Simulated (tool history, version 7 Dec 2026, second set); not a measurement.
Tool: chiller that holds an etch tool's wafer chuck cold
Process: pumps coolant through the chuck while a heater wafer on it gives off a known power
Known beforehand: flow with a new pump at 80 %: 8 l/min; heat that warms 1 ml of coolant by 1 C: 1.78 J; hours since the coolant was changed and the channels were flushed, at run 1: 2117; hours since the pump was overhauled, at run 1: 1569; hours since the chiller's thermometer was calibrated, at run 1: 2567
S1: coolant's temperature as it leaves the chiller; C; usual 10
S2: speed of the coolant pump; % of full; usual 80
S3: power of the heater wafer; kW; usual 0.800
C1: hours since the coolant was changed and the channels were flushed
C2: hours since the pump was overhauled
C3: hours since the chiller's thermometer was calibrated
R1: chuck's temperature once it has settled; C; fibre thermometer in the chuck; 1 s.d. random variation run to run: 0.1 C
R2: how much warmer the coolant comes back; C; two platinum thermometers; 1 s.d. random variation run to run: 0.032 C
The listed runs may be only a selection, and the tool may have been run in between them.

Run 1, hour 0.0: usual settings; C1 2117; C2 1569; C3 2567. Result: R1 18.9 C, R2 3.46 C.
Run 2, hour 77.6: usual settings; C1 2194; C2 1646; C3 2645. Result: R1 19.1 C, R2 3.43 C.
Run 3, hour 158.6: usual settings; C1 2275; C2 1727; C3 2726. Result: R1 19.1 C, R2 3.48 C.
Run 4, hour 264.3: usual settings but S1 19 C; C1 2381; C2 1833; C3 2832. Result: R1 28.0 C, R2 3.46 C.
Run 5, hour 330.6: usual settings but S3 0.415 kW; C1 2447; C2 1899; C3 2898. Result: R1 15.1 C, R2 1.84 C.
Run 6, hour 414.2: usual settings; C1 2531; C2 1983; C3 2981. Result: R1 19.0 C, R2 3.46 C.
At hour 473.1: chiller's thermometer calibrated.
Run 7, hour 526.7: usual settings; C1 2642; C2 2094; C3 54. Result: R1 18.7 C, R2 3.48 C.
Run 8, hour 575.7: usual settings but S2 87 % of full; C1 2691; C2 2143; C3 103. Result: R1 18.1 C, R2 3.17 C.
Run 9, hour 626.9: usual settings but S2 87 % of full; C1 2743; C2 2194; C3 154. Result: R1 18.1 C, R2 3.23 C.
Run 10, hour 732.4: usual settings but S1 3 C, S2 87 % of full; C1 2848; C2 2300; C3 259. Result: R1 11.1 C, R2 3.25 C.
Run 11, hour 795.4: usual settings; C1 2911; C2 2363; C3 322. Result: R1 18.7 C, R2 3.51 C.
Run 12, hour 856.9: usual settings; C1 2973; C2 2424; C3 384. Result: R1 18.7 C, R2 3.49 C.
Run 13, hour 948.0: usual settings but S2 68 % of full; C1 3064; C2 2516; C3 475. Result: R1 20.1 C, R2 4.15 C.
Run 14, hour 1017.9: usual settings but S3 0.419 kW; C1 3134; C2 2586; C3 545. Result: R1 14.8 C, R2 1.82 C.
Run 15, hour 1093.2: usual settings but S2 74 % of full; C1 3209; C2 2661; C3 620. Result: R1 19.2 C, R2 3.81 C.
Run 16, hour 1200.6: usual settings but S2 83 % of full; C1 3316; C2 2768; C3 727. Result: R1 18.7 C, R2 3.42 C.
Run 17, hour 1264.5: usual settings but S1 6 C; C1 3380; C2 2832; C3 791. Result: R1 14.9 C, R2 3.54 C.
Run 18, hour 1332.4: usual settings but S2 70 % of full, S3 1.061 kW; C1 3448; C2 2900; C3 859. Result: R1 23.0 C, R2 5.40 C.
Run 19, hour 1436.9: usual settings but S1 7 C, S2 99 % of full, S3 0.455 kW; C1 3553; C2 3005; C3 964. Result: R1 11.5 C, R2 1.65 C.
Run 20, hour 1547.1: usual settings but S1 7 C, S2 93 % of full; C1 3663; C2 3115; C3 1074. Result: R1 15.0 C, R2 3.01 C.
Run 21, hour 1598.3: usual settings but S1 7 C, S2 93 % of full; C1 3714; C2 3166; C3 1125. Result: R1 15.0 C, R2 3.05 C.
Run 22, hour 1676.7: usual settings but S1 4 C; C1 3792; C2 3244; C3 1204. Result: R1 13.0 C, R2 3.60 C.
Run 23, hour 1747.6: usual settings but S1 2 C, S2 97 % of full, S3 1.167 kW; C1 3863; C2 3315; C3 1275. Result: R1 13.4 C, R2 4.20 C.
Run 24, hour 1848.3: usual settings but S1 11 C, S2 76 % of full, S3 0.509 kW; C1 3964; C2 3416; C3 1375. Result: R1 17.1 C, R2 2.38 C.
Run 25, hour 1954.8: usual settings but S1 18 C; C1 4071; C2 3522; C3 1482. Result: R1 27.1 C, R2 3.57 C.
Run 26, hour 2036.4: usual settings but S1 18 C; C1 4152; C2 3604; C3 1563. Result: R1 27.2 C, R2 3.61 C.
Run 27, hour 2108.5: usual settings but S1 18 C, S3 0.484 kW; C1 4224; C2 3676; C3 1635. Result: R1 23.7 C, R2 2.16 C.
Run 28, hour 2196.0: usual settings but S1 20 C, S3 0.477 kW; C1 4312; C2 3764; C3 1723. Result: R1 25.7 C, R2 2.18 C.
Run 29, hour 2244.5: usual settings but S1 20 C, S3 0.477 kW; C1 4360; C2 3812; C3 1771. Result: R1 25.9 C, R2 2.10 C.
Run 30, hour 2305.1: usual settings but S1 2 C, S2 62 % of full; C1 4421; C2 3873; C3 1832. Result: R1 13.3 C, R2 4.79 C.
Run 31, hour 2399.8: usual settings but S1 8 C, S2 76 % of full; C1 4516; C2 3967; C3 1927. Result: R1 17.7 C, R2 3.83 C.
Run 32, hour 2500.4: usual settings but S3 0.587 kW; C1 4616; C2 4068; C3 2027. Result: R1 16.9 C, R2 2.68 C.
Run 33, hour 2547.6: usual settings but S2 71 % of full; C1 4663; C2 4115; C3 2074. Result: R1 20.2 C, R2 4.15 C.

How would selected steps in R1 from run to run divide? Give the signed amount a tool lacking its hidden state would still show from settings, what came in and random variation, and the signed amount left for the hidden state, including any gauge scatter that is not in both of the compared results.
Hidden state present: heat passed by the chuck's channels, % of clean ones'; flow at a given pump speed, % of a new pump's; coolant's true temperature over the reading, C; drift of the gauge itself on chuck_c, C; drift of the gauge itself on warmer_back_c, C.
Run 4 -> 5: S1 19 -> 10, S3 0.800 -> 0.415. R1 -12.9 C: hidden state -0.1, all else -12.8.
Run 6 -> 7: chiller's thermometer calibrated. R1 -0.3 C: hidden state -0.5, all else +0.2.
Run 18 -> 19: S1 10 -> 7, S2 70 -> 99, S3 1.061 -> 0.455. R1 -11.5 C: hidden state -0.7, all else -10.8.
Run 29 -> 30: S1 20 -> 2, S2 80 -> 62, S3 0.477 -> 0.800. R1 -12.6 C: hidden state +0.6, all else -13.2.

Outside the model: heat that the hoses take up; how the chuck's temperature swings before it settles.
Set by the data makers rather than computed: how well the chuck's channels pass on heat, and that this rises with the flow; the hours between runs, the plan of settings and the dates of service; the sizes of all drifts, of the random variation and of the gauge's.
